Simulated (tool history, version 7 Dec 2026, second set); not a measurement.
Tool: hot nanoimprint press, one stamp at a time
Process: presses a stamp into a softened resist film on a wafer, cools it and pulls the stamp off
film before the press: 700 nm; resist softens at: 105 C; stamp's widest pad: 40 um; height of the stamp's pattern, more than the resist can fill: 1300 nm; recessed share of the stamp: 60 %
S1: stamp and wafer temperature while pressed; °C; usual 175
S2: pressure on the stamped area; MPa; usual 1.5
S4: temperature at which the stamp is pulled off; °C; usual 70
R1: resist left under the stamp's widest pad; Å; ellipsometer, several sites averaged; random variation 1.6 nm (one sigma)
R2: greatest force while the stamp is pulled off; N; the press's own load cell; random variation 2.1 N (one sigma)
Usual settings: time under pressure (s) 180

{"run": 1, "hour": 0.0, "S1": 175, "S2": 1.5, "time under pressure (s)": 180, "S4": 70, "R1": 3610, "R2": 240}
{"hour": 39.5, "done": "plate thermocouple calibrated"}
{"run": 2, "hour": 48.3, "S1": 175, "S2": 1.5, "time under pressure (s)": 180, "S4": 70, "R1": 3464, "R2": 247}
{"run": 3, "hour": 72.2, "S1": 175, "S2": 1.5, "time under pressure (s)": 180, "S4": 70, "R1": 3454, "R2": 247}
{"run": 4, "hour": 96.2, "S1": 175, "S2": 1.5, "time under pressure (s)": 180, "S4": 70, "R1": 3467, "R2": 251}
{"hour": 122.8, "done": "plate thermocouple calibrated, once more"}
{"hour": 143.7, "done": "stamp cleaned and given a new release coat"}
{"run": 5, "hour": 147.6, "S1": 175, "S2": 1.5, "time under pressure (s)": 180, "S4": 70, "R1": 3861, "R2": 236}
{"run": 6, "hour": 190.1, "S1": 175, "S2": 1.5, "time under pressure (s)": 180, "S4": 70, "R1": 3830, "R2": 240}
{"run": 7, "hour": 231.2, "S1": 175, "S2": 1.5, "time under pressure (s)": 180, "S4": 70, "R1": 3888, "R2": 243}
{"run": 8, "hour": 271.4, "S1": 175, "S2": 1.5, "time under pressure (s)": 180, "S4": 70, "R1": 3840, "R2": 250}
{"run": 9, "hour": 294.0, "S1": 181, "S2": 1.5, "time under pressure (s)": 180, "S4": 70, "R1": 3246, "R2": 248}
{"run": 10, "hour": 333.8, "S1": 181, "S2": 1.5, "time under pressure (s)": 180, "S4": 70, "R1": 3240, "R2": 252}
{"run": 11, "hour": 366.4, "S1": 175, "S2": 1.5, "time under pressure (s)": 180, "S4": 70, "R1": 3804, "R2": 254}
{"run": 12, "hour": 389.2, "S1": 175, "S2": 1.5, "time under pressure (s)": 180, "S4": 70, "R1": 3811, "R2": 257}
{"hour": 439.4, "done": "stamp cleaned and given a new release coat"}
{"run": 13, "hour": 439.8, "S1": 175, "S2": 1.5, "time under pressure (s)": 180, "S4": 70, "R1": 3789, "R2": 232}
{"run": 14, "hour": 476.4, "S1": 175, "S2": 1.5, "time under pressure (s)": 129, "S4": 70, "R1": 4233, "R2": 235}
{"run": 15, "hour": 517.3, "S1": 175, "S2": 1.5, "time under pressure (s)": 180, "S4": 70, "R1": 3751, "R2": 241}
{"run": 16, "hour": 552.8, "S1": 175, "S2": 1.5, "time under pressure (s)": 96, "S4": 78, "R1": 4576, "R2": 221}
{"run": 17, "hour": 589.5, "S1": 178, "S2": 1.06, "time under pressure (s)": 230, "S4": 56, "R1": 3622, "R2": 280}
{"run": 18, "hour": 625.5, "S1": 178, "S2": 1.06, "time under pressure (s)": 230, "S4": 56, "R1": 3631, "R2": 283}
{"run": 19, "hour": 663.8, "S1": 175, "S2": 1.5, "time under pressure (s)": 180, "S4": 69, "R1": 3761, "R2": 255}
{"run": 20, "hour": 691.3, "S1": 175, "S2": 1.5, "time under pressure (s)": 180, "S4": 69, "R1": 3747, "R2": 260}
{"run": 21, "hour": 713.4, "S1": 175, "S2": 1.5, "time under pressure (s)": 180, "S4": 69, "R1": 3740, "R2": 265}
{"hour": 735.6, "done": "stamp cleaned and given a new release coat"}
{"run": 22, "hour": 749.4, "S1": 175, "S2": 1.5, "time under pressure (s)": 180, "S4": 69, "R1": 3710, "R2": 236}
{"run": 23, "hour": 782.1, "S1": 175, "S2": 1.52, "time under pressure (s)": 180, "S4": 67, "R1": 3706, "R2": 243}
{"run": 24, "hour": 829.0, "S1": 175, "S2": 1.52, "time under pressure (s)": 180, "S4": 67, "R1": 3706, "R2": 249}
{"hour": 843.4, "done": "press's hydraulic seals changed and the load cell set to zero"}
{"run": 25, "hour": 866.0, "S1": 175, "S2": 1.52, "time under pressure (s)": 180, "S4": 67, "R1": 3629, "R2": 248}
{"run": 26, "hour": 910.3, "S1": 175, "S2": 1.08, "time under pressure (s)": 180, "S4": 70, "R1": 4126, "R2": 248}
{"run": 27, "hour": 936.6, "S1": 175, "S2": 1.5, "time under pressure (s)": 180, "S4": 76, "R1": 3651, "R2": 233}
{"run": 28, "hour": 963.2, "S1": 175, "S2": 1.5, "time under pressure (s)": 180, "S4": 73, "R1": 3620, "R2": 241}
{"run": 29, "hour": 988.0, "S1": 177, "S2": 1.75, "time under pressure (s)": 280, "S4": 70, "R1": 2693, "R2": 250}

Forecast each of these 5 alternatives for the next run:
{"run": "A", "hour": 1028.0, "S1": 175, "S2": 1.41, "time under pressure (s)": 304, "S4": 78, "R1": "?", "R2": "?"}
{"run": "B", "hour": 1028.0, "S1": 175, "S2": 1.26, "time under pressure (s)": 180, "S4": 70, "R1": "?", "R2": "?"}
{"run": "C", "hour": 1028.0, "S1": 169, "S2": 1.5, "time under pressure (s)": 180, "S4": 70, "R1": "?", "R2": "?"}
{"run": "D", "hour": 1028.0, "S1": 175, "S2": 0.97, "time under pressure (s)": 288, "S4": 70, "R1": "?", "R2": "?"}
{"run": "E", "hour": 1028.0, "S1": 178, "S2": 1.75, "time under pressure (s)": 310, "S4": 57, "R1": "?", "R2": "?"}

run=A R1=3036 R2=233
run=B R1=3873 R2=258
run=C R1=4253 R2=255
run=D R1=3649 R2=257
run=E R1=2509 R2=292
Without the tool's hidden state the same runs would have given:
run=A R1=3253 R2=215
run=B R1=4111 R2=237
run=C R1=4508 R2=234
run=D R1=3887 R2=236
run=E R1=2694 R2=267
